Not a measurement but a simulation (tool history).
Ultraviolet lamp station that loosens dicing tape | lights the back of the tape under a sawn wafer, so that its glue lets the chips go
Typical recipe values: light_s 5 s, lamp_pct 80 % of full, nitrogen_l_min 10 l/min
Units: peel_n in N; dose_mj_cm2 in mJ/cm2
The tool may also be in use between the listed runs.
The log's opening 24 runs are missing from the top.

run     day  light_s  lamp_pct  nitrogen_l_min  peel_n  dose_mj_cm2
 25   8.175        4        65              10   0.791          285
 26   8.500        9        76              10   0.064          747
 27   8.892        9        76              10   0.070          740
 28   9.108        9        76              10   0.072          740
 29   9.300        7        80              10   0.098          612
 30   9.608        3        83              11   0.872          271
 31   9.888        6        80               3   0.385          515
 32  10.267        2        80               4   2.974          170
 33  10.488        2        80               4   2.873          170
 34  10.821        6        88               8   0.139          563
     11.008  -- window cleaned of glue's vapour
 35  11.046        4        80              10   0.350          384
 36  11.438        8        80               3   0.112          771
 37  11.854        7        78               8   0.092          660
 38  12.083        5        79              10   0.181          474
 39  12.275        5        79              10   0.183          472
 40  12.533        5        79              10   0.176          472
 41  12.738        3        64               6   1.714          223
 42  12.958        3        80              16   0.604          284
 43  13.179        3        80              16   0.627          280
 44  13.567        8        81              15   0.056          775

Consider 3 possible next runs. They are alternatives, not a sequence: every one starts from the tool as it was left by run 44. What does each give?
  A  13.858        5        85              14       ?            ?
  B  13.858        3        63              15       ?            ?
  C  13.858        5        88               6       ?            ?

run  peel_n  dose_mj_cm2
  A   0.129          498
  B   1.149          216
  C   0.198          517
What these runs would have given with no unlogged condition in the tool:
run  peel_n  dose_mj_cm2
  A   0.107          535
  B   0.978          233
  C   0.159          556
